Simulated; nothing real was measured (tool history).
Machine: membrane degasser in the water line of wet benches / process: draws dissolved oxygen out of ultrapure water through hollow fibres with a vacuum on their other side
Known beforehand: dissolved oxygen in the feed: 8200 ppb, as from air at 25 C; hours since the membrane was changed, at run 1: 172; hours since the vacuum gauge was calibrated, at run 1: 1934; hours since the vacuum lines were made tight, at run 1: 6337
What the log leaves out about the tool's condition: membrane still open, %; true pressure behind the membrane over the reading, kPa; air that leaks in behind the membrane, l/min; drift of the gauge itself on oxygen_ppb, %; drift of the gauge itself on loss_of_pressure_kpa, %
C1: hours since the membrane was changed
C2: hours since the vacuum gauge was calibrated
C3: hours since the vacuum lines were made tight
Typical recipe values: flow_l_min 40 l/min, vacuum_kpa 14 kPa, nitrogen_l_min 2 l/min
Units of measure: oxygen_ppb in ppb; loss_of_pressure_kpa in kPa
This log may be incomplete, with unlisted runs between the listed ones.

run 1 hour=0 | flow_l_min=40 vacuum_kpa=14 nitrogen_l_min=2 | C1=172 C2=1934 C3=6337 | oxygen_ppb=517.6 loss_of_pressure_kpa=42.06
run 2 hour=162.6 | flow_l_min=40 vacuum_kpa=18.1 nitrogen_l_min=2 | C1=335 C2=2097 C3=6500 | oxygen_ppb=677.9 loss_of_pressure_kpa=42.02
run 3 hour=293.9 | flow_l_min=40 vacuum_kpa=18.1 nitrogen_l_min=2 | C1=466 C2=2228 C3=6631 | oxygen_ppb=679 loss_of_pressure_kpa=41.88
run 4 hour=397.3 | flow_l_min=40 vacuum_kpa=14 nitrogen_l_min=2 | C1=570 C2=2331 C3=6735 | oxygen_ppb=518 loss_of_pressure_kpa=42.21
run 5 hour=510.1 | flow_l_min=40 vacuum_kpa=14 nitrogen_l_min=2 | C1=683 C2=2444 C3=6847 | oxygen_ppb=518.9 loss_of_pressure_kpa=42.15
run 6 hour=661.6 | flow_l_min=40 vacuum_kpa=14 nitrogen_l_min=0.88 | C1=834 C2=2595 C3=6999 | oxygen_ppb=934.4 loss_of_pressure_kpa=42.03
run 7 hour=758.9 | flow_l_min=38 vacuum_kpa=14 nitrogen_l_min=0.88 | C1=931 C2=2693 C3=7096 | oxygen_ppb=893.5 loss_of_pressure_kpa=39.94
run 8 hour=832.3 | flow_l_min=38 vacuum_kpa=14 nitrogen_l_min=0.88 | C1=1005 C2=2766 C3=7170 | oxygen_ppb=893.1 loss_of_pressure_kpa=40.14
run 9 hour=996.7 | flow_l_min=38 vacuum_kpa=14 nitrogen_l_min=0.88 | C1=1169 C2=2931 C3=7334 | oxygen_ppb=893.3 loss_of_pressure_kpa=40.19
run 10 hour=1126.1 | flow_l_min=40 vacuum_kpa=14 nitrogen_l_min=2 | C1=1299 C2=3060 C3=7463 | oxygen_ppb=521 loss_of_pressure_kpa=42.2
run 11 hour=1241.8 | flow_l_min=40 vacuum_kpa=14 nitrogen_l_min=2 | C1=1414 C2=3176 C3=7579 | oxygen_ppb=518.9 loss_of_pressure_kpa=42.16
run 12 hour=1311.8 | flow_l_min=54 vacuum_kpa=10.6 nitrogen_l_min=2 | C1=1484 C2=3246 C3=7649 | oxygen_ppb=531.2 loss_of_pressure_kpa=57.15
run 13 hour=1469.2 | flow_l_min=43 vacuum_kpa=14 nitrogen_l_min=0.95 | C1=1642 C2=3403 C3=7807 | oxygen_ppb=941.2 loss_of_pressure_kpa=45.39
run 14 hour=1563.9 | flow_l_min=43 vacuum_kpa=14 nitrogen_l_min=0.95 | C1=1736 C2=3498 C3=7901 | oxygen_ppb=944.3 loss_of_pressure_kpa=45.44
run 15 hour=1711.1 | flow_l_min=25 vacuum_kpa=14 nitrogen_l_min=0.95 | C1=1884 C2=3645 C3=8048 | oxygen_ppb=601.5 loss_of_pressure_kpa=26.48
run 16 hour=1830.6 | flow_l_min=25 vacuum_kpa=14 nitrogen_l_min=0.95 | C1=2003 C2=3764 C3=8168 | oxygen_ppb=601.6 loss_of_pressure_kpa=26.41
run 17 hour=1938.7 | flow_l_min=25 vacuum_kpa=16 nitrogen_l_min=1.55 | C1=2111 C2=3873 C3=8276 | oxygen_ppb=472.2 loss_of_pressure_kpa=26.51
-- hour=1952 vacuum gauge calibrated
run 18 hour=2011.3 | flow_l_min=25 vacuum_kpa=16 nitrogen_l_min=1.55 | C1=2183 C2=59 C3=8348 | oxygen_ppb=466.1 loss_of_pressure_kpa=26.52
run 19 hour=2093.2 | flow_l_min=40 vacuum_kpa=30 nitrogen_l_min=2 | C1=2265 C2=141 C3=8430 | oxygen_ppb=1111.4 loss_of_pressure_kpa=42.39
run 20 hour=2240.3 | flow_l_min=40 vacuum_kpa=34.6 nitrogen_l_min=3.48 | C1=2412 C2=288 C3=8577 | oxygen_ppb=830.4 loss_of_pressure_kpa=42.35
run 21 hour=2326.7 | flow_l_min=28 vacuum_kpa=14 nitrogen_l_min=2 | C1=2499 C2=375 C3=8664 | oxygen_ppb=359.4 loss_of_pressure_kpa=29.71
run 22 hour=2484 | flow_l_min=40 vacuum_kpa=18.8 nitrogen_l_min=1.28 | C1=2656 C2=532 C3=8821 | oxygen_ppb=977.2 loss_of_pressure_kpa=42.43

Hidden state at the last listed run before each entry between runs and at the first one after, where it differs:
From run 17 to run 18: vacuum gauge calibrated (hour 1952)
  true pressure behind the membrane over the reading, kPa: 0.11 -> -0.08; air that leaks in behind the membrane, l/min: 0.0227 -> 0.0228
  difference, measured minus the result without the unlogged condition, oxygen_ppb: +11.4 -> +5 ppb; loss_of_pressure_kpa: +0.16 -> +0.17 kPa
